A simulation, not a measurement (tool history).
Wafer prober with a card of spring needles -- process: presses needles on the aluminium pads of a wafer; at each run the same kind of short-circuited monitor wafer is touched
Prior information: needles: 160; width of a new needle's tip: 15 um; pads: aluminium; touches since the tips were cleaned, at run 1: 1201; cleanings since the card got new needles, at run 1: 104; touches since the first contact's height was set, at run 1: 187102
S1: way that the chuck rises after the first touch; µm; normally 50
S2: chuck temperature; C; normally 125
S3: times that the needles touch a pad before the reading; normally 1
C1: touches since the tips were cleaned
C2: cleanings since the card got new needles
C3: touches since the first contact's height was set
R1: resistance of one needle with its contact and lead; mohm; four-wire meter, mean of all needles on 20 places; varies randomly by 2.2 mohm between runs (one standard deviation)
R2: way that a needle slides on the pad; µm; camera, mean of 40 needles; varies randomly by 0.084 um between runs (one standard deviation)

run   hour  S1   S2  S3    C1   C2      C3   R1    R2
  1      0  50  125   1  1201  104  187102  376  5.68
         5  -- tips cleaned on abrasive film
      11.6  -- tips cleaned on abrasive film
      18.2  -- tips cleaned on abrasive film
      26.5  -- tips cleaned on abrasive film
      33.1  -- tips cleaned on abrasive film
      39.8  -- tips cleaned on abrasive film
        48  -- tips cleaned on abrasive film
        55  -- tips cleaned on abrasive film
  2     55  50  125   1     0  112  218593  282   5.5
      63.2  -- tips cleaned on abrasive film
      69.9  -- tips cleaned on abrasive film
      76.5  -- tips cleaned on abrasive film
      84.8  -- tips cleaned on abrasive film
        93  -- tips cleaned on abrasive film
  3     98  50  125   1  2882  117  243289  536  5.43
      99.7  -- tips cleaned on abrasive film
     104.9  -- height of the first contact set anew
     106.7  -- tips cleaned on abrasive film
     113.3  -- tips cleaned on abrasive film
     121.5  -- tips cleaned on abrasive film
     128.2  -- tips cleaned on abrasive film
     134.8  -- tips cleaned on abrasive film
  4  140.9  50  125   2  3533  123   20605  419  5.99
     142.6  -- tips cleaned on abrasive film
     149.2  -- tips cleaned on abrasive film
     155.9  -- tips cleaned on abrasive film
     162.5  -- tips cleaned on abrasive film
     169.1  -- tips cleaned on abrasive film
     175.7  -- tips cleaned on abrasive film
  5  182.2  50  125   2  3752  129   44274  426  5.98
     183.9  -- tips cleaned on abrasive film
     190.6  -- tips cleaned on abrasive film
     197.2  -- tips cleaned on abrasive film
     203.8  -- tips cleaned on abrasive film
     212.1  -- tips cleaned on abrasive film
  6  212.5  50  125   2   240  134   61587  281  5.85
     219.1  -- tips cleaned on abrasive film
     225.7  -- tips cleaned on abrasive film
     232.4  -- tips cleaned on abrasive film
  7    236  50  125   2  2116  137   75084  368  5.97
     239.4  -- tips cleaned on abrasive film
       246  -- tips cleaned on abrasive film
     252.6  -- tips cleaned on abrasive film, once more
     260.9  -- tips cleaned on abrasive film
     267.5  -- tips cleaned on abrasive film
     274.1  -- tips cleaned on abrasive film
     280.8  -- tips cleaned on abrasive film
  8  284.1  50   30   1  1951  144  102641  468  5.89
     287.5  -- tips cleaned on abrasive film
     294.1  -- tips cleaned on abrasive film
     302.4  -- tips cleaned on abrasive film
     310.6  -- tips cleaned on abrasive film
     317.3  -- tips cleaned on abrasive film
     325.5  -- tips cleaned on abrasive film
  9    328  50   30   1  1467  150  127817  418  5.92
       333  -- tips cleaned on abrasive film
     339.7  -- tips cleaned on abrasive film
     346.3  -- tips cleaned on abrasive film
     354.6  -- tips cleaned on abrasive film
     361.2  -- tips cleaned on abrasive film
     367.8  -- tips cleaned on abrasive film
 10  369.2  50   30   1   831  156  151412  347  5.69
     375.9  -- tips cleaned on abrasive film
     382.5  -- tips cleaned on abrasive film
     389.1  -- tips cleaned on abrasive film
     397.4  -- tips cleaned on abrasive film
     405.6  -- tips cleaned on abrasive film
     412.3  -- tips cleaned on abrasive film
     420.5  -- tips cleaned on abrasive film
 11  422.8  50   30   1  1321  163  182136  443  5.72
     427.8  -- tips cleaned on abrasive film
     434.4  -- tips cleaned on abrasive film
     441.1  -- tips cleaned on abrasive film
     447.7  -- tips cleaned on abrasive film
 12  452.1  66   30   1  2586  167  198949  400  7.59
     455.5  -- tips cleaned on abrasive film
     463.8  -- tips cleaned on abrasive film
       472  -- tips cleaned on abrasive film
     480.3  -- tips cleaned on abrasive film
 13    484  57   88   2  2167  171  217241  365  6.62
     487.4  -- tips cleaned on abrasive film
       494  -- tips cleaned on abrasive film
     500.6  -- tips cleaned on abrasive film
     507.3  -- tips cleaned on abrasive film
 14  508.8  57   78   2   874  175  231397  303  6.48
     515.4  -- tips cleaned on abrasive film
       522  -- tips cleaned on abrasive film
     530.3  -- tips cleaned on abrasive film
     535.5  -- height of the first contact set anew
 15  535.5  50  122   2  2846  178       1  408  6.26
     538.5  -- tips cleaned on abrasive film
     545.1  -- tips cleaned on abrasive film
     551.7  -- tips cleaned on abrasive film
       560  -- tips cleaned on abrasive film
     566.6  -- tips cleaned on abrasive film
     574.9  -- tips cleaned on abrasive film
     583.1  -- tips cleaned on abrasive film
 16  584.7  50   29   1   903  185   28186  381     6
     591.3  -- tips cleaned on abrasive film
     597.9  -- tips cleaned on abrasive film
     604.6  -- tips cleaned on abrasive film
     611.2  -- tips cleaned on abrasive film
     617.8  -- tips cleaned on abrasive film
     624.4  -- tips cleaned on abrasive film
 17  629.3  50   29   1  2848  191   53798  521  5.97
     632.5  -- tips cleaned on abrasive film
     639.1  -- tips cleaned on abrasive film
     651.1  -- card fitted with new needles
     657.7  -- tips cleaned on abrasive film
     664.3  -- tips cleaned on abrasive film
       671  -- tips cleaned on abrasive film
     677.6  -- tips cleaned on abrasive film
     684.2  -- tips cleaned on abrasive film
     690.8  -- tips cleaned on abrasive film
     699.1  -- tips cleaned on abrasive film
 18  699.7  50   29   3   319    7   27825  228  6.14
     706.3  -- tips cleaned on abrasive film
     712.9  -- tips cleaned on abrasive film
     719.5  -- tips cleaned on abrasive film
     726.2  -- tips cleaned on abrasive film
     732.8  -- tips cleaned on abrasive film
 19  737.9  70   39   1  2991   12   49787  314  8.58

Expected results for the next run?
     739.7  -- tips cleaned on abrasive film
     747.9  -- tips cleaned on abrasive film
     754.6  -- tips cleaned on abrasive film
     761.2  -- tips cleaned on abrasive film
     769.5  -- tips cleaned on abrasive film
     776.1  -- tips cleaned on abrasive film
 20  782.2  48  125   1  3535  18  75141   ?   ?

Logged for run 20: R1 431 mohm, R2 5.77 µm.
With no hidden state in the tool, this same run would have given R1 235 mohm, R2 5.93 µm.
